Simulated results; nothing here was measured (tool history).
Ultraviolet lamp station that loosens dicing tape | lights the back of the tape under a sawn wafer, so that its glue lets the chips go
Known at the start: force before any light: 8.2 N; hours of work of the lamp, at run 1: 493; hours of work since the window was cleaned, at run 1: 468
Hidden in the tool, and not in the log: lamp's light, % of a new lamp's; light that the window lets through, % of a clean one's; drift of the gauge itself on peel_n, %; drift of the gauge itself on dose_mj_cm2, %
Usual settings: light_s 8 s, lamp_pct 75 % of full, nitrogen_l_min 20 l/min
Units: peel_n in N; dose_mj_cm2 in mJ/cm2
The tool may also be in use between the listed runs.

run,day,light_s,lamp_pct,nitrogen_l_min,hours of work of the lamp,hours of work since the window was cleaned,peel_n,dose_mj_cm2
1,0.000,8,75,20,493,468,1.099,291
2,1.362,8,75,20,513,489,1.156,294
3,2.862,8,75,20,536,511,1.169,296
4,3.967,8,75,20,552,527,1.178,293
5,4.954,8,75,20,567,542,1.191,286
6,6.446,8,75,20,589,564,1.225,284
7,7.450,8,63,20,604,579,1.686,238
# day 7.558: window cleaned of glue's vapour
8,8.717,8,63,23,623,17,1.127,285
9,10.217,8,75,20,645,40,0.929,329
10,11.779,8,75,20,668,63,0.928,326
11,12.862,8,75,31,684,79,0.666,327
12,14.029,8,75,31,702,96,0.701,325
13,14.871,8,75,20,714,109,0.928,321
14,15.821,8,75,20,728,123,0.967,321
15,17.067,8,93,20,747,141,0.659,392
16,18.067,8,93,20,762,156,0.650,387
17,18.862,8,93,8,774,168,1.397,386
18,19.888,13,74,32,789,183,0.304,499
19,21.429,12,64,12,812,206,0.997,396
20,22.121,10,75,25,822,217,0.587,382
21,22.896,8,93,20,834,228,0.725,373
22,24.450,8,93,10,857,251,1.239,369
23,25.871,9,65,35,878,273,0.825,292
24,26.888,7,83,33,893,288,0.865,285
25,28.338,11,66,33,915,309,0.568,352
26,29.658,7,75,13,934,329,1.904,249
27,30.992,8,75,10,954,349,1.896,281
28,32.171,8,75,10,972,366,1.922,284
29,33.667,16,75,20,994,388,0.337,552
30,34.596,16,78,17,1008,402,0.337,568
31,35.542,16,78,17,1022,416,0.365,571
32,36.467,8,75,8,1036,430,2.234,273
33,37.146,5,75,17,1046,440,2.831,169
34,38.596,14,64,17,1067,462,0.714,400

5 ways to go on from here, each from the tool as it stands after run 34. What would each give?
A,39.817,6,72,9,1085,480,?,?
B,39.817,7,64,17,1085,480,?,?
C,39.817,14,62,17,1085,480,?,?
D,39.817,14,71,15,1085,480,?,?
E,39.817,5,99,16,1085,480,?,?

run,peel_n,dose_mj_cm2
A,3.122,192
B,2.280,196
C,0.782,381
D,0.641,441
E,2.072,217
Without the tool's hidden state the same runs would have given:
run,peel_n,dose_mj_cm2
A,2.058,279
B,1.323,286
C,0.368,554
D,0.306,641
E,1.166,315
